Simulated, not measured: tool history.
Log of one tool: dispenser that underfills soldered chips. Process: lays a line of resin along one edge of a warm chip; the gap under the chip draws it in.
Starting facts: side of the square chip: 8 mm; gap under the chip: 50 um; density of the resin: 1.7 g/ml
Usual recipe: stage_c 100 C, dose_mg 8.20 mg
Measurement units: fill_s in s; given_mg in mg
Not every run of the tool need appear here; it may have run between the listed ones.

run,hour,stage_c,dose_mg,fill_s,given_mg
1,0.0,100,8.20,72.6,7.63
2,4.9,100,8.20,84.2,7.66
3,10.8,100,8.20,101.8,7.76
4,14.0,100,8.05,111.3,7.54
# hour 15.9: new syringe of resin
5,18.2,100,8.05,83.4,7.51
6,21.6,100,8.05,88.9,7.44
7,28.9,100,8.05,113.3,7.45
# hour 31.8: new syringe of resin
8,32.1,100,8.05,75.1,7.51
9,35.5,89,8.05,117.8,7.40
# hour 37.4: dispensing valve cleaned and set on the balance
10,42.0,107,9.07,78.7,9.04
11,45.8,107,9.07,91.1,9.02
# hour 48.8: new syringe of resin
12,53.3,103,8.76,78.7,8.60
13,59.4,115,9.08,68.8,8.95
# hour 64.8: new syringe of resin
14,66.0,92,7.79,97.7,7.69
15,69.1,92,7.79,107.8,7.70
16,74.5,108,7.67,79.6,7.46

Branching from run 16: 3 alternative next runs. What would each branch give?
A,78.1,86,8.20,?,?
B,78.1,99,9.75,?,?
C,78.1,108,10.24,?,?

run,fill_s,given_mg
A,161.4,8.08
B,109.1,9.58
C,85.0,9.91
Without the tool's hidden state the same runs would have given:
run,fill_s,given_mg
A,107.2,8.27
B,72.9,9.81
C,56.9,10.14
